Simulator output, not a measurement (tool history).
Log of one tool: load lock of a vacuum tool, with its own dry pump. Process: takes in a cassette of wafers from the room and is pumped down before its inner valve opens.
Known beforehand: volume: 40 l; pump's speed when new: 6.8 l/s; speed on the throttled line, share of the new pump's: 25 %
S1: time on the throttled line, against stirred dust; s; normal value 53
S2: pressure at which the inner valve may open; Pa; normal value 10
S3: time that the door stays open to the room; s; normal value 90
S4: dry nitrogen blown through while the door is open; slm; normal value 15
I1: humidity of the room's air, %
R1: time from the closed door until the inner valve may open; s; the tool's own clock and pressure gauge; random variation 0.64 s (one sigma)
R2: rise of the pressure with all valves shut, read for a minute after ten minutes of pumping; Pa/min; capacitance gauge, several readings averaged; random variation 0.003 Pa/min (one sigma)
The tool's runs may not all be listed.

run,hour,S1,S2,S3,S4,I1,R1,R2
1,0,53,10,90,15,46,93.5,0.623
2,360.2,53,10,90,36,44.8,95.2,0.642
# hour 394.6: door's seal changed, seat wiped
3,904.3,53,10,90,36,44.9,94.9,0.03
4,1153.2,53,10,90,15,46.6,93.7,0.056
5,1450.5,53,10,90,15,44.3,95.5,0.058
6,1923.2,53,10,90,15,41.9,94.9,0.069
7,2261.2,53,10,96,15,44.6,97.1,0.082
8,2620.6,53,10,96,15,47.1,95.9,0.089
9,3151.7,53,10,90,15,45.7,95.8,0.105
10,3555.8,53,9,90,15,44.7,96.4,0.12
11,4059.5,53,10,33,15,46.5,95.6,0.12
12,4495.6,53,13,90,15,41.8,93.5,0.151
13,4968.5,53,10,135,15,46.7,96,0.189
14,5367.3,53,10,135,7,44.8,96.2,0.233
15,5910.5,53,10,90,5,46.4,96.3,0.243
16,6275.4,53,10,90,5,44,96.8,0.249
17,6510.2,53,10,90,5,42.5,95.4,0.27
18,6828.3,53,13,90,15,48,94.9,0.27
19,7210.6,53,13,90,15,44.5,95.4,0.283
20,7504.6,53,13,90,15,41.2,95.5,0.307
21,7946,30,7,90,14,47.3,82.8,0.322
22,8433.5,74,8,202,15,44.8,114.1,0.394
23,8988.2,53,10,90,12,46.8,96.8,0.404
24,9435.8,53,10,90,12,46.1,97.6,0.444
25,9755.9,34,10,38,13,43.2,84.1,0.443
26,10074.7,38,8,38,13,48.7,87.7,0.462
27,10350.6,38,8,38,13,47.8,88.3,0.481
28,10876.1,53,9,32,15,44.7,99.4,0.535
# hour 11051.8: door's seal changed, seat wiped
29,11347.7,28,18,60,15,43.7,77.1,0.035
30,11670.3,27,19,55,25,41.6,75.2,0.029
31,11907.6,27,19,55,25,46.7,75.6,0.043
32,12431.7,53,11,90,15,46.4,97.4,0.066
33,12745.8,26,14,32,17,44.7,77,0.056
34,13117.4,53,12,90,15,46.4,95.6,0.086
35,13667.2,53,12,36,6,45,96,0.097
36,14108.5,53,11,36,15,45.1,98.1,0.097

Each run again, without the hidden state but with its own random variation kept:
Hidden state present: pump's speed, % of a new pump's; leak at the door's seal, Pa l/s; drift of the gauge itself on ready_s, %; drift of the gauge itself on rise_pa_min, %.
run,R1,R2
1,92.4,0.035
2,94,0.025
3,93.5,0.021
4,92.3,0.043
5,93.9,0.038
6,93.3,0.037
7,95.3,0.042
8,94,0.04
9,93.8,0.04
10,94.3,0.038
11,93.4,0.021
12,91.2,0.033
13,93.5,0.051
14,93.6,0.074
15,93.6,0.063
16,94,0.052
17,92.5,0.058
18,92.1,0.039
19,92.4,0.035
20,92.5,0.04
21,78.8,0.036
22,111,0.063
23,93.2,0.042
24,93.9,0.043
25,79.8,0.026
26,83.2,0.023
27,83.7,0.022
28,95.1,0.02
29,72.6,0.029
30,70.6,0.018
31,70.9,0.027
32,92.9,0.04
33,71.8,0.021
34,91,0.039
35,91.3,0.032
36,93.1,0.02
